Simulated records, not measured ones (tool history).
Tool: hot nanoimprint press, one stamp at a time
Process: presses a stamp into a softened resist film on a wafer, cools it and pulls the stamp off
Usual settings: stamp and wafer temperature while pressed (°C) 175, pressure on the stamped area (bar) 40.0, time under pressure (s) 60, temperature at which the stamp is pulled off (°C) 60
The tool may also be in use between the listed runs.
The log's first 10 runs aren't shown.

| run | hour | stamp and wafer temperature while pressed (°C) | pressure on the stamped area (bar) | time under pressure (s) | temperature at which the stamp is pulled off (°C) | hours of work since the thermocouple was calibrated | imprints on the stamp's release coat | hours of work since the press's seals were changed | resist left under the stamp's widest pad (nm) | greatest force while the stamp is pulled off (N) |
|---|---|---|---|---|---|---|---|---|---|---|
| 11 | 213.8 | 179 | 40.0 | 60 | 60 | 104 | 157 | 294 | 266.7 | 136.5 |
| 12 | 237.0 | 175 | 40.0 | 60 | 60 | 116 | 211 | 306 | 302.3 | 137.1 |
| 13 | 252.9 | 175 | 40.0 | 60 | 60 | 124 | 247 | 314 | 301.1 | 141.2 |
| 14 | 274.9 | 175 | 40.0 | 60 | 60 | 135 | 297 | 325 | 299.9 | 140.5 |
| 15 | 287.1 | 175 | 40.0 | 60 | 60 | 141 | 325 | 331 | 302.5 | 140.3 |
| 16 | 302.4 | 175 | 38.9 | 64 | 60 | 149 | 360 | 338 | 299.2 | 141.9 |
| 17 | 329.2 | 175 | 38.9 | 64 | 60 | 162 | 421 | 352 | 299.9 | 145.2 |
| 18 | 345.3 | 175 | 38.9 | 64 | 60 | 170 | 458 | 360 | 300.3 | 143.5 |
| 19 | 372.0 | 175 | 38.9 | 64 | 60 | 183 | 519 | 373 | 299.9 | 143.6 |
| 20 | 390.5 | 175 | 26.5 | 104 | 50 | 193 | 562 | 383 | 319.6 | 185.9 |
| 21 | 417.7 | 175 | 26.5 | 46 | 50 | 206 | 624 | 396 | 407.3 | 189.1 |
|  | 439.8 | stamp cleaned and given a new release coat |
| 22 | 442.2 | 175 | 26.5 | 46 | 50 | 216 | 5 | 405 | 409.6 | 168.7 |
| 23 | 462.1 | 187 | 33.9 | 74 | 59 | 226 | 51 | 415 | 216.0 | 135.6 |
| 24 | 486.0 | 175 | 40.0 | 39 | 60 | 238 | 105 | 427 | 348.6 | 135.3 |
| 25 | 510.9 | 175 | 40.0 | 39 | 60 | 250 | 162 | 440 | 349.2 | 137.0 |
| 26 | 530.0 | 175 | 40.0 | 52 | 58 | 260 | 206 | 449 | 318.5 | 145.6 |
| 27 | 544.2 | 175 | 40.0 | 52 | 58 | 267 | 238 | 457 | 321.8 | 145.7 |
| 28 | 558.2 | 175 | 40.0 | 52 | 58 | 274 | 270 | 464 | 321.1 | 146.7 |
| 29 | 571.2 | 170 | 40.0 | 52 | 51 | 280 | 300 | 470 | 372.2 | 178.8 |
| 30 | 584.9 | 175 | 63.8 | 85 | 60 | 287 | 331 | 477 | 208.7 | 144.1 |

4 ways to go on from here, each from the tool as it stands after run 30. What would each give?
| A | 596.1 | 164 | 49.7 | 60 | 51 | 293 | 357 | 483 | ? | ? |
| B | 596.1 | 185 | 57.9 | 60 | 60 | 293 | 357 | 483 | ? | ? |
| C | 596.1 | 175 | 58.7 | 92 | 60 | 293 | 357 | 483 | ? | ? |
| D | 596.1 | 175 | 46.4 | 78 | 62 | 293 | 357 | 483 | ? | ? |

| run | resist left under the stamp's widest pad (nm) | greatest force while the stamp is pulled off (N) |
|---|---|---|
| A | 388.4 | 178.1 |
| B | 183.4 | 141.2 |
| C | 214.8 | 141.7 |
| D | 257.1 | 135.3 |
Without the tool's hidden state the same runs would have given:
| run | resist left under the stamp's widest pad (nm) | greatest force while the stamp is pulled off (N) |
|---|---|---|
| A | 372.6 | 165.9 |
| B | 174.1 | 131.2 |
| C | 203.6 | 131.6 |
| D | 246.1 | 125.7 |
